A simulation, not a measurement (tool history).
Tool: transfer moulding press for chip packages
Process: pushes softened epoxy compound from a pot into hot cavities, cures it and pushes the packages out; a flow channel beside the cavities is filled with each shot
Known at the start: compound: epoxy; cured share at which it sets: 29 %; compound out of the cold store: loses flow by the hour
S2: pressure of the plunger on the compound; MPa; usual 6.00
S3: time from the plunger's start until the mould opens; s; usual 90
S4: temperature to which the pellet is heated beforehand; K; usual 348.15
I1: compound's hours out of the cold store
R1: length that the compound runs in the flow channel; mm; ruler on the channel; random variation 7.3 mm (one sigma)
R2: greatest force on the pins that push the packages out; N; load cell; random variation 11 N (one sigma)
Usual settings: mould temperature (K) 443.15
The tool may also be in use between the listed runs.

{"run": 1, "hour": 0.0, "mould temperature (K)": 443.15, "S2": 6.0, "S3": 90, "S4": 348.15, "I1": 46.3, "R1": 729, "R2": 477}
{"run": 2, "hour": 50.0, "mould temperature (K)": 443.15, "S2": 6.0, "S3": 90, "S4": 348.15, "I1": 33.2, "R1": 771, "R2": 485}
{"hour": 70.7, "done": "cavities cleaned with cleaning compound and waxed"}
{"hour": 107.2, "done": "plunger's sealing rings changed"}
{"run": 3, "hour": 127.3, "mould temperature (K)": 443.15, "S2": 6.0, "S3": 90, "S4": 348.15, "I1": 8.3, "R1": 913, "R2": 514}
{"hour": 149.7, "done": "cavities cleaned with cleaning compound and waxed"}
{"run": 4, "hour": 210.9, "mould temperature (K)": 443.15, "S2": 6.0, "S3": 90, "S4": 348.15, "I1": 33.7, "R1": 797, "R2": 494}
{"hour": 227.1, "done": "cavities cleaned with cleaning compound and waxed"}
{"run": 5, "hour": 296.0, "mould temperature (K)": 443.15, "S2": 6.84, "S3": 90, "S4": 348.15, "I1": 42.8, "R1": 803, "R2": 481}
{"hour": 305.6, "done": "cavities cleaned with cleaning compound and waxed"}
{"run": 6, "hour": 357.2, "mould temperature (K)": 443.15, "S2": 6.84, "S3": 90, "S4": 348.15, "I1": 26.6, "R1": 872, "R2": 485}
{"hour": 380.0, "done": "plunger's sealing rings changed"}
{"hour": 381.5, "done": "cavities cleaned with cleaning compound and waxed"}
{"run": 7, "hour": 405.1, "mould temperature (K)": 443.15, "S2": 6.84, "S3": 90, "S4": 348.15, "I1": 35.0, "R1": 837, "R2": 466}
{"hour": 443.2, "done": "mould's thermocouples calibrated"}
{"hour": 461.3, "done": "cavities cleaned with cleaning compound and waxed"}
{"run": 8, "hour": 486.5, "mould temperature (K)": 443.15, "S2": 6.84, "S3": 84, "S4": 348.15, "I1": 30.4, "R1": 864, "R2": 588}
{"hour": 534.7, "done": "cavities cleaned with cleaning compound and waxed"}
{"run": 9, "hour": 574.4, "mould temperature (K)": 443.15, "S2": 6.84, "S3": 84, "S4": 348.15, "I1": 41.1, "R1": 808, "R2": 544}
{"hour": 609.4, "done": "cavities cleaned with cleaning compound and waxed"}
{"hour": 655.1, "done": "plunger's sealing rings changed"}
{"run": 10, "hour": 660.2, "mould temperature (K)": 443.15, "S2": 6.84, "S3": 84, "S4": 348.15, "I1": 11.8, "R1": 944, "R2": 617}
{"hour": 689.1, "done": "cavities cleaned with cleaning compound and waxed"}
{"run": 11, "hour": 730.3, "mould temperature (K)": 443.15, "S2": 6.84, "S3": 84, "S4": 348.15, "I1": 33.0, "R1": 839, "R2": 561}
{"hour": 766.7, "done": "cavities cleaned with cleaning compound and waxed"}
{"run": 12, "hour": 811.0, "mould temperature (K)": 447.15, "S2": 6.84, "S3": 84, "S4": 348.15, "I1": 31.3, "R1": 834, "R2": 439}
{"hour": 840.4, "done": "cavities cleaned with cleaning compound and waxed"}
{"run": 13, "hour": 848.7, "mould temperature (K)": 447.15, "S2": 6.84, "S3": 84, "S4": 348.15, "I1": 39.1, "R1": 799, "R2": 438}
{"hour": 918.1, "done": "cavities cleaned with cleaning compound and waxed"}
{"hour": 929.7, "done": "plunger's sealing rings changed"}
{"run": 14, "hour": 933.7, "mould temperature (K)": 447.15, "S2": 6.84, "S3": 84, "S4": 348.15, "I1": 20.7, "R1": 869, "R2": 458}
{"hour": 995.3, "done": "cavities cleaned with cleaning compound and waxed"}
{"run": 15, "hour": 1007.6, "mould temperature (K)": 440.15, "S2": 6.84, "S3": 84, "S4": 354.15, "I1": 46.0, "R1": 808, "R2": 680}
{"run": 16, "hour": 1066.9, "mould temperature (K)": 440.15, "S2": 6.84, "S3": 84, "S4": 354.15, "I1": 32.3, "R1": 859, "R2": 725}
{"hour": 1073.6, "done": "cavities cleaned with cleaning compound and waxed"}
{"run": 17, "hour": 1118.9, "mould temperature (K)": 443.15, "S2": 6.0, "S3": 90, "S4": 339.15, "I1": 29.6, "R1": 807, "R2": 507}
{"hour": 1148.0, "done": "mould's thermocouples calibrated"}
{"hour": 1149.5, "done": "cavities cleaned with cleaning compound and waxed"}
{"hour": 1203.6, "done": "plunger's sealing rings changed"}
{"run": 18, "hour": 1206.6, "mould temperature (K)": 443.15, "S2": 6.0, "S3": 90, "S4": 339.15, "I1": 25.3, "R1": 819, "R2": 515}
{"hour": 1230.8, "done": "cavities cleaned with cleaning compound and waxed"}
{"run": 19, "hour": 1283.6, "mould temperature (K)": 440.15, "S2": 6.46, "S3": 90, "S4": 348.15, "I1": 38.1, "R1": 820, "R2": 610}
{"hour": 1304.9, "done": "cavities cleaned with cleaning compound and waxed"}
{"run": 20, "hour": 1340.3, "mould temperature (K)": 439.15, "S2": 6.0, "S3": 118, "S4": 352.15, "I1": 14.4, "R1": 900, "R2": 426}
{"hour": 1380.4, "done": "cavities cleaned with cleaning compound and waxed"}
{"run": 21, "hour": 1384.1, "mould temperature (K)": 439.15, "S2": 6.0, "S3": 118, "S4": 352.15, "I1": 20.2, "R1": 873, "R2": 405}
{"hour": 1454.1, "done": "cavities cleaned with cleaning compound and waxed"}
{"run": 22, "hour": 1457.3, "mould temperature (K)": 450.15, "S2": 5.81, "S3": 92, "S4": 355.15, "I1": 28.3, "R1": 769, "R2": 344}
{"hour": 1480.3, "done": "plunger's sealing rings changed"}
{"run": 23, "hour": 1497.4, "mould temperature (K)": 443.15, "S2": 6.28, "S3": 105, "S4": 348.15, "I1": 13.8, "R1": 895, "R2": 402}
{"hour": 1533.4, "done": "cavities cleaned with cleaning compound and waxed"}
{"run": 24, "hour": 1565.1, "mould temperature (K)": 443.15, "S2": 6.28, "S3": 106, "S4": 348.15, "I1": 26.5, "R1": 856, "R2": 387}
{"hour": 1609.1, "done": "cavities cleaned with cleaning compound and waxed"}
{"run": 25, "hour": 1632.6, "mould temperature (K)": 443.15, "S2": 6.28, "S3": 106, "S4": 348.15, "I1": 47.2, "R1": 753, "R2": 404}
{"hour": 1687.2, "done": "cavities cleaned with cleaning compound and waxed"}
{"run": 26, "hour": 1688.5, "mould temperature (K)": 436.15, "S2": 6.28, "S3": 106, "S4": 355.15, "I1": 47.3, "R1": 783, "R2": 552}

Some steps in R2 between neighbouring runs. How much of each would the tool show without its hidden state too (settings, what came in, random variation), and how much is left for the hidden state, with any gauge scatter that isn't in both results?
The hidden state here: true mould temperature over the reading, C; pressure that reaches the compound, % of what is set; grip of the stained cavities, % over clean ones'; drift of the gauge itself on flow_mm, %; drift of the gauge itself on push_out_n, %.
Run 1 -> 2: no setting changed, nothing entered. R2 +8 N: hidden state +8, all else +0.
Run 14 -> 15: mould temperature (K) 447.15 -> 440.15, S4 348.15 -> 354.15, cavities cleaned with cleaning compound and waxed. R2 +222 N: hidden state +1, all else +221.
Run 15 -> 16: no setting changed, nothing entered. R2 +45 N: hidden state +8, all else +37.
Run 16 -> 17: mould temperature (K) 440.15 -> 443.15, S2 6.84 -> 6.00, S3 84 -> 90, S4 354.15 -> 339.15, cavities cleaned with cleaning compound and waxed. R2 -218 N: hidden state -6, all else -212.
